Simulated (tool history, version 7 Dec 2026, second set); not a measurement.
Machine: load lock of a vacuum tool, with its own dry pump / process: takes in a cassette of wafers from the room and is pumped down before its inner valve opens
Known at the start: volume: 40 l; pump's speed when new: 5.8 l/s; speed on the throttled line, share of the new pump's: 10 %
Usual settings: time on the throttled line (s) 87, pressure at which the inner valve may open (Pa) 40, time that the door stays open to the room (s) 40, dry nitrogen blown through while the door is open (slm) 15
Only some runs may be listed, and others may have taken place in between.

run	day	time on the throttled line (s)	pressure at which the inner valve may open (Pa)	time that the door stays open to the room (s)	dry nitrogen blown through while the door is open (slm)	incoming humidity of the room's air, %	time from the closed door until the inner valve may open (s)	rise of the pressure with all valves shut (Pa/min)
1	0.000	87	40	40	15	45.3	134.9	0.092
2	5.300	87	40	40	15	41.5	135.0	0.098
3	11.812	87	40	40	15	42.8	135.8	0.112
4	17.721	87	40	40	15	44.9	135.0	0.118
5	27.383	87	40	40	15	44.7	136.0	0.132
6	35.521	87	40	40	15	46.6	136.4	0.146
7	45.288	87	40	40	15	44.5	138.1	0.161
8	54.538	87	40	40	5	44.8	135.2	0.184
9	59.812	136	40	40	5	45.1	180.7	0.198
10	69.625	136	40	40	5	44.7	180.3	0.215
11	73.650	136	40	40	5	42.1	179.9	0.213
12	78.038	136	40	40	5	39.5	179.0	0.223
13	86.892	87	40	40	15	46.7	136.6	0.236
14	91.975	87	40	40	15	44.1	136.6	0.251
15	97.262	89	34	47	34	44.2	140.7	0.245
16	103.883	89	34	47	34	45.4	140.0	0.266
17	108.767	89	34	61	34	43.9	140.3	0.278
18	113.088	81	29	61	34	45.2	135.8	0.282
19	118.862	53	29	61	27	43.5	109.3	0.296
20	128.196	53	29	61	27	42.2	109.6	0.319
21	136.296	79	62	133	44	43.3	127.5	0.337
22	141.108	79	56	49	44	42.0	128.2	0.333
23	149.900	56	40	148	15	42.5	111.5	0.385
24	156.275	87	48	40	32	45.3	136.9	0.377
25	165.742	87	54	40	15	48.7	136.7	0.407
26	172.267	125	34	119	8	43.6	175.3	0.442

Here are 3 independent what-if runs from the current tool condition. What would each one return?
A	179.946	140	40	42	15	43.4	?	?
B	179.946	86	45	28	15	46.3	?	?
C	179.946	100	30	34	8	46.6	?	?

run	time from the closed door until the inner valve may open (s)	rise of the pressure with all valves shut (Pa/min)
A	185.5	0.451
B	136.5	0.447
C	152.2	0.446
The same runs, with their run-to-run variation unchanged, on a tool lacking any hidden condition would have given:
run	time from the closed door until the inner valve may open (s)	rise of the pressure with all valves shut (Pa/min)
A	179.8	0.023
B	130.2	0.024
C	145.7	0.023
